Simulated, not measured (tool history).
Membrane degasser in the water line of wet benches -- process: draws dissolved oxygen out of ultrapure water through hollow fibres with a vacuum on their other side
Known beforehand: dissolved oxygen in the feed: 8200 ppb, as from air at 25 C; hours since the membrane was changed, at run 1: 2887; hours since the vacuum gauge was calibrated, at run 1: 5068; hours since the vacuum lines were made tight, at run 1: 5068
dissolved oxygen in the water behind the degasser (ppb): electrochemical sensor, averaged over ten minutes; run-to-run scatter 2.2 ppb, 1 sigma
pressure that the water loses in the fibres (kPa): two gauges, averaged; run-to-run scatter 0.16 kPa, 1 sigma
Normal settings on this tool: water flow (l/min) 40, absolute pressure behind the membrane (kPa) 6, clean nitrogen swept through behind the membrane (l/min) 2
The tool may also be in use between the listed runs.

| run | hour | water flow (l/min) | absolute pressure behind the membrane (kPa) | clean nitrogen swept through behind the membrane (l/min) | hours since the membrane was changed | hours since the vacuum gauge was calibrated | hours since the vacuum lines were made tight | dissolved oxygen in the water behind the degasser (ppb) | pressure that the water loses in the fibres (kPa) |
|---|---|---|---|---|---|---|---|---|---|
| 1 | 0 | 40 | 6 | 2 | 2887 | 5068 | 5068 | 219.7 | 33.62 |
| 2 | 64 | 40 | 6 | 2 | 2951 | 5132 | 5132 | 215.6 | 33.33 |
| 3 | 102.5 | 40 | 6 | 2 | 2990 | 5170 | 5170 | 218 | 33.69 |
| 4 | 151.6 | 40 | 6 | 2 | 3039 | 5219 | 5219 | 216.2 | 33.36 |
| 5 | 207.8 | 40 | 6 | 2 | 3095 | 5276 | 5276 | 214.7 | 33.64 |
| 6 | 248.1 | 40 | 6 | 2 | 3135 | 5316 | 5316 | 211.6 | 33.35 |
| 7 | 314.8 | 62 | 6 | 2 | 3202 | 5383 | 5383 | 433.8 | 51.75 |
| 8 | 383 | 40 | 6 | 2 | 3270 | 5451 | 5451 | 211.8 | 33.6 |
| 9 | 437.8 | 40 | 6 | 2 | 3325 | 5506 | 5506 | 217.3 | 33.48 |
| 10 | 506.2 | 40 | 6 | 2 | 3394 | 5574 | 5574 | 218.6 | 33.5 |
| 11 | 553.6 | 40 | 6 | 2.65 | 3441 | 5621 | 5621 | 188.9 | 33.47 |
| 12 | 595.3 | 40 | 6 | 2.65 | 3483 | 5663 | 5663 | 192.1 | 33.71 |
| 13 | 654.7 | 25 | 3.82 | 3.7 | 3542 | 5722 | 5722 | 33.5 | 21.03 |
| 14 | 696.3 | 25 | 7.91 | 3.7 | 3584 | 5764 | 5764 | 96.7 | 20.81 |
| 15 | 759.2 | 25 | 7.91 | 3.7 | 3647 | 5827 | 5827 | 97.4 | 20.8 |
| 16 | 796.4 | 25 | 7.91 | 3.7 | 3684 | 5864 | 5864 | 96 | 21.08 |
| 17 | 862 | 61 | 6 | 2 | 3749 | 5930 | 5930 | 422.8 | 50.9 |
| 18 | 915.6 | 62 | 7.08 | 3.58 | 3803 | 5983 | 5983 | 410.8 | 51.84 |
| 19 | 966.1 | 49 | 6 | 5.05 | 3853 | 6034 | 6034 | 217.6 | 41.19 |
| 20 | 1016.6 | 47 | 6 | 2 | 3904 | 6084 | 6084 | 282.8 | 39.76 |
| 21 | 1059.7 | 47 | 6 | 2 | 3947 | 6127 | 6127 | 277.6 | 39.56 |
| 22 | 1092.8 | 58 | 3.79 | 2.1 | 3980 | 6161 | 6161 | 268.6 | 48.51 |
| 23 | 1144.8 | 40 | 6 | 1.32 | 4032 | 6213 | 6213 | 268.5 | 33.66 |
| 24 | 1215.2 | 40 | 6 | 1.71 | 4102 | 6283 | 6283 | 231.8 | 33.62 |

What if the next run were any one of these 4? Each begins from the tool's condition after run 24:
| A | 1270.8 | 48 | 6 | 1.71 | 4158 | 6339 | 6339 | ? | ? |
| B | 1270.8 | 26 | 7.94 | 2 | 4158 | 6339 | 6339 | ? | ? |
| C | 1270.8 | 40 | 6 | 5.15 | 4158 | 6339 | 6339 | ? | ? |
| D | 1270.8 | 59 | 5.38 | 1.98 | 4158 | 6339 | 6339 | ? | ? |

| run | dissolved oxygen in the water behind the degasser (ppb) | pressure that the water loses in the fibres (kPa) |
|---|---|---|
| A | 311.8 | 40.35 |
| B | 162.7 | 22.04 |
| C | 143.9 | 33.73 |
| D | 367.9 | 49.66 |
Without the tool's unlogged condition, the same runs would have read:
| run | dissolved oxygen in the water behind the degasser (ppb) | pressure that the water loses in the fibres (kPa) |
|---|---|---|
| A | 311.5 | 40.34 |
| B | 162.6 | 22.03 |
| C | 143.7 | 33.72 |
| D | 367.5 | 49.64 |
